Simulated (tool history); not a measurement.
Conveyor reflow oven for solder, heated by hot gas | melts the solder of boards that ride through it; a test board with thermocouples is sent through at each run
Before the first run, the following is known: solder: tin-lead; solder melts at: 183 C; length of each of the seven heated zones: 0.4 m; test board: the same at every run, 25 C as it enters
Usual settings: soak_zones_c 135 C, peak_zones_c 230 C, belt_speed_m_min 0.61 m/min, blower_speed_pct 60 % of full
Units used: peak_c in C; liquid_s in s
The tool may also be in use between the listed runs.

{"run": 1, "hour": 0.0, "soak_zones_c": 135, "peak_zones_c": 230, "belt_speed_m_min": 0.61, "blower_speed_pct": 60, "peak_c": 209.4, "liquid_s": 50.1}
{"run": 2, "hour": 8.0, "soak_zones_c": 135, "peak_zones_c": 230, "belt_speed_m_min": 0.61, "blower_speed_pct": 60, "peak_c": 208.9, "liquid_s": 50}
{"run": 3, "hour": 15.8, "soak_zones_c": 135, "peak_zones_c": 230, "belt_speed_m_min": 0.61, "blower_speed_pct": 60, "peak_c": 209.4, "liquid_s": 49.9}
{"run": 4, "hour": 22.6, "soak_zones_c": 135, "peak_zones_c": 230, "belt_speed_m_min": 0.61, "blower_speed_pct": 64, "peak_c": 209.7, "liquid_s": 50.7}
{"hour": 28.3, "done": "flux residue cleaned out of gas plates and filters"}
{"run": 5, "hour": 37.2, "soak_zones_c": 135, "peak_zones_c": 230, "belt_speed_m_min": 0.61, "blower_speed_pct": 64, "peak_c": 209.4, "liquid_s": 49.3}
{"run": 6, "hour": 44.3, "soak_zones_c": 135, "peak_zones_c": 230, "belt_speed_m_min": 0.61, "blower_speed_pct": 60, "peak_c": 208.4, "liquid_s": 49.1}
{"run": 7, "hour": 54.7, "soak_zones_c": 135, "peak_zones_c": 230, "belt_speed_m_min": 0.61, "blower_speed_pct": 60, "peak_c": 208.2, "liquid_s": 48.7}
{"run": 8, "hour": 63.6, "soak_zones_c": 136, "peak_zones_c": 230, "belt_speed_m_min": 0.61, "blower_speed_pct": 60, "peak_c": 208.4, "liquid_s": 48.3}

Forecast run 9:
{"hour": 69.9, "done": "flux residue cleaned out of gas plates and filters, once more"}
{"run": 9, "hour": 76.8, "soak_zones_c": 123, "peak_zones_c": 238, "belt_speed_m_min": 0.518, "blower_speed_pct": 66, "peak_c": "?", "liquid_s": "?"}

Run 9 measured peak_c 222.6 C, liquid_s 69.8 s.
Were there no unlogged condition in the tool, this run, its random variation unchanged, would have produced peak_c 223.1 C, liquid_s 70.1 s.
